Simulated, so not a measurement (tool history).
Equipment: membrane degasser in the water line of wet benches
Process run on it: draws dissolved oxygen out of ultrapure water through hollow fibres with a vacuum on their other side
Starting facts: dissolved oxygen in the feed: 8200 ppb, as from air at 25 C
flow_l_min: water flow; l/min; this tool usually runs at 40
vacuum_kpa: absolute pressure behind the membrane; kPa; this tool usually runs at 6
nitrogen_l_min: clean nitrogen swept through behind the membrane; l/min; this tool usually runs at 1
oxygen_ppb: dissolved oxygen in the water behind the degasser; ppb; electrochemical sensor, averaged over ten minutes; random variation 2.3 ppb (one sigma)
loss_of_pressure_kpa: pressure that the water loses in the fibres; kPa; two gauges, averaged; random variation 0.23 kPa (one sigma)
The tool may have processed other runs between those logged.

run,hour,flow_l_min,vacuum_kpa,nitrogen_l_min,oxygen_ppb,loss_of_pressure_kpa
1,0,40,6,1,231,59.2
2,72.4,40,6,1,232.8,59.38
3,177.1,40,6,1,226.3,59.34
4,242.1,26,6,1,158.2,38.58
5,295,26,6,1,160.4,38.45
6,369.8,26,6,1,157.6,38.49
7,475.4,40,6,1,230.7,59.4
8,546.4,40,6,0.97,237.1,58.81
9,625.1,40,6,0.97,238.3,59.48
10,698,32,6,1,193.4,47.36
11,807.9,32,6,1,189.6,47.58
12,917.8,40,6,1,227.3,59.37
13,1010.5,40,6,1,222.8,59.8
14,1059,40,6,1,230,59.68
15,1118.9,40,6,1,229.8,59.69
16,1183.6,40,6,1,234.5,59.53
17,1269.2,55,4.49,1.11,145.2,82.37
18,1324.8,29,4.49,0.62,123.1,43.16
19,1424.1,35,7.58,2.91,125.2,52.58
20,1494.3,40,8.27,1,401.2,59.86
21,1574.4,60,8.27,0.43,918.4,89.87
22,1675.6,49,6,1,276.5,73.38
23,1784.6,49,6,1,277.1,73.39
24,1872.8,50,7.32,0.76,485.8,74.69
25,1941,35,7.38,1,301.7,52.7
26,2008.1,40,9.37,1,476.3,59.91
27,2069.6,40,9.37,1,490.6,59.99
28,2167.9,40,10.67,0.81,678.3,60.49
29,2254.1,40,10.67,0.81,665.8,59.93
30,2345.9,40,10.67,0.81,673.3,60.03
31,2448.8,25,8.49,1,285.8,37.36
32,2546.8,51,11.29,1,738.9,76.66

Some steps in oxygen_ppb between neighbouring runs. How much of each would the tool show without its hidden state too (settings, what came in, random variation), and how much is left for the hidden state, with any gauge scatter that isn't in both results?
Hidden state present: membrane still open, %; true pressure behind the membrane over the reading, kPa; air that leaks in behind the membrane, l/min; drift of the gauge itself on oxygen_ppb, %; drift of the gauge itself on loss_of_pressure_kpa, %.
Run 18 -> 19: flow_l_min 29 -> 35, vacuum_kpa 4.49 -> 7.58, nitrogen_l_min 0.62 -> 2.91. oxygen_ppb +2.1 ppb: hidden state -5.4, all else +7.5.
Run 20 -> 21: flow_l_min 40 -> 60, nitrogen_l_min 1 -> 0.43. oxygen_ppb +517.2 ppb: hidden state +7.1, all else +510.1.
Run 21 -> 22: flow_l_min 60 -> 49, vacuum_kpa 8.27 -> 6, nitrogen_l_min 0.43 -> 1. oxygen_ppb -641.9 ppb: hidden state -4.9, all else -637.
Run 31 -> 32: flow_l_min 25 -> 51, vacuum_kpa 8.49 -> 11.29. oxygen_ppb +453.1 ppb: hidden state +3.9, all else +449.2.
